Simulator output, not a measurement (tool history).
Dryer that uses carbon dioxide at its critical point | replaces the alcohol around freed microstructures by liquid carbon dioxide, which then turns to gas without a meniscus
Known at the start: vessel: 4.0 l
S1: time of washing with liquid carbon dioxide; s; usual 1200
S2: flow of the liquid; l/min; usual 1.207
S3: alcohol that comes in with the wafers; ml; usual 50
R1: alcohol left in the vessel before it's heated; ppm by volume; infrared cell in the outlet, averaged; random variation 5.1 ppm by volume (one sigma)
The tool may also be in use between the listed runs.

run,hour,S1,S2,S3,R1
1,0,1200,1.207,50,135
2,26.2,1200,1.207,50,140
3,42.5,1200,1.207,50,135
4,59.8,1200,1.207,50,141
5,78.5,1200,1.99,50,36
6,96.6,1200,1.99,50,36
7,118.6,1200,1.99,50,33
8,139.8,1200,1.33,50,113
9,164.9,1200,1.207,50,169
10,180.6,1020,1.207,50,305
11,194.1,1200,1.43,50,90
12,207.3,1200,1.43,50,89
13,219,1620,1.44,70,51
14,237.9,1860,1.92,50,39
15,254.4,720,1.11,23,513
16,277,1440,1.11,76,190
17,302.3,1860,1.11,76,77
18,327.9,1860,1.11,76,86
19,338.6,1380,2.02,43,44
# hour 342.8: inlet filter changed
20,356.1,1740,1.16,114,60
21,382.4,1380,0.98,50,148
22,403.2,1800,1.92,26,45

Hidden state or all else? Some run-to-run changes of R1, split into what the settings, what came in and random variation would give without the hidden state, and what is left for the hidden state (with any gauge scatter that isn't in both results):
The hidden state here: flow that reaches the vessel past the clogged filter, %; alcohol in the recycled carbon dioxide, ppm; drift of the gauge itself on alcohol_ppm, %.
Run 10 -> 11: S1 1020 -> 1200, S2 1.207 -> 1.43. R1 -215 ppm by volume: hidden state -64, all else -151.
Run 14 -> 15: S1 1860 -> 720, S2 1.92 -> 1.11, S3 50 -> 23. R1 +474 ppm by volume: hidden state +134, all else +340.
Run 15 -> 16: S1 720 -> 1440, S3 23 -> 76. R1 -323 ppm by volume: hidden state -59, all else -264.
